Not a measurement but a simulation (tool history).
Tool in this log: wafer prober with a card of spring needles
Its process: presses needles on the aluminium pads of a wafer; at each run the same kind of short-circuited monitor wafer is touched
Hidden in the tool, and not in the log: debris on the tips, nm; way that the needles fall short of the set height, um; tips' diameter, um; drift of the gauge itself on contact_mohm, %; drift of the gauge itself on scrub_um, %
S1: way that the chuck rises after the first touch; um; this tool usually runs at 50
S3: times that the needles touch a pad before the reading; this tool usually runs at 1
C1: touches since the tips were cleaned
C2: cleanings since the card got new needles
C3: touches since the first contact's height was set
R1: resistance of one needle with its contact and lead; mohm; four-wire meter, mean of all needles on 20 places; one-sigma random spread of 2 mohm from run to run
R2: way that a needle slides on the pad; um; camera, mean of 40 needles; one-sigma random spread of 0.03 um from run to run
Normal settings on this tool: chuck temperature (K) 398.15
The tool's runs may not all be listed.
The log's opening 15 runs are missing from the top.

At hour 152.2: tips cleaned on abrasive film.
Run 16, hour 152.7: usual settings but chuck temperature (K) 305.15, S3 3; C1 241; C2 54; C3 220454. Result: R1 199 mohm, R2 11.57 um.
Run 17, hour 159.2: usual settings but S1 68 um, chuck temperature (K) 314.15; C1 3242; C2 54; C3 223455. Result: R1 197 mohm, R2 15.70 um.
At hour 160.7: tips cleaned on abrasive film.
Run 18, hour 166.6: usual settings but S1 55 um, chuck temperature (K) 349.15; C1 2774; C2 55; C3 226882. Result: R1 210 mohm, R2 12.69 um.
At hour 168.9: tips cleaned on abrasive film.
At hour 177.1: tips cleaned on abrasive film.
Run 19, hour 180.9: usual settings but S1 38 um, S3 2; C1 1766; C2 57; C3 233426. Result: R1 222 mohm, R2 8.82 um.
At hour 184.9: tips cleaned on abrasive film.
Run 20, hour 187.2: usual settings but S1 35 um, chuck temperature (K) 363.15, S3 2; C1 1112; C2 58; C3 236360. Result: R1 213 mohm, R2 8.16 um.
At hour 191.1: gauge calibrated.
At hour 192.5: tips cleaned on abrasive film.
Run 21, hour 195.0: usual settings but S1 45 um, chuck temperature (K) 365.15; C1 1162; C2 59; C3 239920. Result: R1 214 mohm, R2 10.18 um.
At hour 200.9: tips cleaned on abrasive film.
Run 22, hour 206.1: usual settings but S1 45 um, chuck temperature (K) 365.15; C1 2445; C2 60; C3 245065. Result: R1 211 mohm, R2 10.16 um.
At hour 208.6: tips cleaned on abrasive film.
At hour 216.4: tips cleaned on abrasive film.
At hour 216.7: height of the first contact set anew.
Run 23, hour 220.9: usual settings but S1 45 um, chuck temperature (K) 365.15; C1 1955; C2 62; C3 1955. Result: R1 209 mohm, R2 10.23 um.

Run 24 comes next. What will it give?
At hour 224.3: tips cleaned on abrasive film.
Run 24, hour 229.4: usual settings but S1 53 um, chuck temperature (K) 298.15, S3 2; C1 2377; C2 63; C3 5895. Result: R1 ?, R2 ?.

R1: 194 mohm
R2: 12.06 um
The same run, on a tool lacking any hidden state, would have yielded R1 194 mohm, R2 12.00 um.

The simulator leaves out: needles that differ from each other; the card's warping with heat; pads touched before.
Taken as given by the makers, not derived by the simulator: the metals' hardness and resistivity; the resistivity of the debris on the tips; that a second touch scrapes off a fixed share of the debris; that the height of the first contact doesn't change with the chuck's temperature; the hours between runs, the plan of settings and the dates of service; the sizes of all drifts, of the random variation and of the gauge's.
